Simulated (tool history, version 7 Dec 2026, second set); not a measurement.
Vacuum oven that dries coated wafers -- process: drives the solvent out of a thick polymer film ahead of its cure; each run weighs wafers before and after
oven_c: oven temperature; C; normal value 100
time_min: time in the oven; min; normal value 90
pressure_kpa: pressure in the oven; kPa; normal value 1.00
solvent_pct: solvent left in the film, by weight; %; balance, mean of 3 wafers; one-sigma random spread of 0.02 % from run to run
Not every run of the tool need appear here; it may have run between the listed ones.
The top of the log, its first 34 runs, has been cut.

| run | day | oven_c | time_min | pressure_kpa | solvent_pct |
|---|---|---|---|---|---|
| 35 | 13.054 | 86 | 155 | 1.81 | 4.58 |
| 36 | 13.325 | 86 | 155 | 1.81 | 4.55 |
| 37 | 13.725 | 86 | 155 | 1.81 | 4.58 |
| 38 | 13.946 | 86 | 155 | 1.81 | 4.57 |
| 39 | 14.279 | 93 | 148 | 2.27 | 2.81 |
| 40 | 14.629 | 93 | 148 | 2.27 | 2.85 |
| 41 | 15.088 | 106 | 97 | 2.65 | 1.59 |
| 42 | 15.338 | 106 | 97 | 2.65 | 1.60 |
| 43 | 15.692 | 112 | 60 | 2.65 | 1.66 |
| 44 | 16.008 | 112 | 60 | 2.65 | 1.68 |
| 45 | 16.338 | 91 | 66 | 0.77 | 7.18 |
| 46 | 16.588 | 91 | 66 | 0.77 | 7.10 |
| 47 | 17.012 | 90 | 97 | 1.26 | 5.32 |

Predict each of these 4 candidate next runs independently; none follows another, all start after run 47:
| A | 17.412 | 115 | 97 | 1.26 | ? |
| B | 17.412 | 93 | 97 | 1.26 | ? |
| C | 17.412 | 100 | 161 | 1.00 | ? |
| D | 17.412 | 100 | 131 | 0.53 | ? |

| run | solvent_pct |
|---|---|
| A | 0.45 |
| B | 4.13 |
| C | 0.78 |
| D | 0.85 |
The same runs, with their run-to-run variation unchanged, on a tool lacking any hidden condition would have given:
| run | solvent_pct |
|---|---|
| A | 0.44 |
| B | 4.19 |
| C | 0.76 |
| D | 0.84 |

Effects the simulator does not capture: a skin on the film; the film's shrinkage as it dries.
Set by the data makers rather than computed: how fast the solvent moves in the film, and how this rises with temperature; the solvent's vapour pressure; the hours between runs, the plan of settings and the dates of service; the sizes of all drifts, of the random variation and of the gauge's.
